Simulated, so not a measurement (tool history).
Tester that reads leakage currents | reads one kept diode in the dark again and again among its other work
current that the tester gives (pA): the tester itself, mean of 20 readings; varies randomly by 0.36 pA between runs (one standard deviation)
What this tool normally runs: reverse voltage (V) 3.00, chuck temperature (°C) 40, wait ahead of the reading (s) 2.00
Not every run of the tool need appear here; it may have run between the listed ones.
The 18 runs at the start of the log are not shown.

run,hour,reverse voltage (V),chuck temperature (°C),wait ahead of the reading (s),current that the tester gives (pA)
19,2988.1,3.00,35,2.00,93.64
20,3144.2,3.00,40,2.00,130.68
# hour 3219.8: probe card cleaned and baked, once more
21,3347.2,13.88,40,1.22,216.75
# hour 3503.8: tester calibrated
22,3503.8,8.55,51,1.15,372.08
23,3607.2,8.55,51,1.15,375.28
# hour 3741.4: chuck's temperature calibrated
24,3825.4,2.25,36,1.15,83.34
25,3953.7,2.25,43,0.88,135.11
26,4170.5,2.25,53,0.88,258.88
27,4292.8,2.25,53,0.88,258.81
28,4457.0,4.71,40,1.34,148.23
29,4553.3,1.50,40,5.63,97.93
30,4740.8,1.50,40,5.63,99.42
31,4862.6,1.15,23,3.45,27.79
32,5044.2,3.22,57,0.66,386.88
33,5180.3,1.78,31,2.00,58.26
# hour 5310.6: chuck's temperature calibrated
34,5390.2,1.78,31,2.00,56.24
35,5594.0,3.00,52,4.37,269.88
36,5713.6,2.43,40,5.24,117.17
37,5875.5,2.43,40,5.24,117.77
38,6010.7,1.48,51,5.24,200.38
39,6121.3,8.94,40,2.00,193.13
40,6313.8,6.57,37,2.52,144.00

What if the next run were any one of these 3? Each begins from the tool's condition after run 40:
A,6422.5,6.57,55,8.42,?
B,6422.5,13.57,40,2.00,?
C,6422.5,6.57,21,2.52,?

run,current that the tester gives (pA)
A,443.77
B,233.70
C,51.62
With no hidden state in the tool, these same runs would have given:
run,current that the tester gives (pA)
A,415.15
B,205.20
C,40.71
